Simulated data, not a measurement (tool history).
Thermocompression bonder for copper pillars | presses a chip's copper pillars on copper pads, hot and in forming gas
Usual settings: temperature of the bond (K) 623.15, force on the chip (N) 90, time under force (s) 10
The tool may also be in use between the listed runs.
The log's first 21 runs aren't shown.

run   hour  temperature of the bond (K)  force on the chip (N)  time under force (s)  force that shears a chip off (N)
 22  198.6                       606.15                    133                    13                              84.4
     206.7  -- heater calibrated with a thermocouple chip, once more
 23    213                       639.15                    105                     8                              88.4
 24  219.1                       639.15                    105                     8                              86.9
 25  230.9                       639.15                    105                     8                              87.9
 26    242                       639.15                    105                     8                              85.8
 27  254.3                       633.15                     90                    10                              79.4
 28  265.8                       645.15                     79                    22                             102.1
 29  271.2                       608.15                     80                    10                              56.7
 30  277.2                       623.15                     63                    10                              58.4
 31  284.5                       623.15                     63                    10                              58.1
 32  291.8                       652.15                    130                    28                               127
 33  302.5                       652.15                    130                    28                             124.8
 34  311.3                       639.15                    130                     7                              93.9
 35  318.9                       623.15                     64                    27                              78.9
 36  324.3                       599.15                    120                    22                              83.7
 37  336.8                       599.15                    120                    22                              82.8

5 ways to go on from here, each from the tool as it stands after run 37. What would each give?
     347.1  -- forming gas filter changed
  A  348.7                       623.15                     90                     7                                 ?
     347.1  -- forming gas filter changed
  B  348.7                       638.15                     77                    19                                 ?
     347.1  -- forming gas filter changed
  C  348.7                       599.15                    120                    11                                 ?
     347.1  -- forming gas filter changed
  D  348.7                       599.15                     95                    22                                 ?
     347.1  -- forming gas filter changed
  E  348.7                       614.15                     90                    10                                 ?

run  force that shears a chip off (N)
  A                              66.3
  B                              96.5
  C                              71.2
  D                              77.3
  E                              67.3
Without the tool's hidden state the same runs would have given:
run  force that shears a chip off (N)
  A                              65.3
  B                              95.5
  C                              70.3
  D                              76.4
  E                              66.4
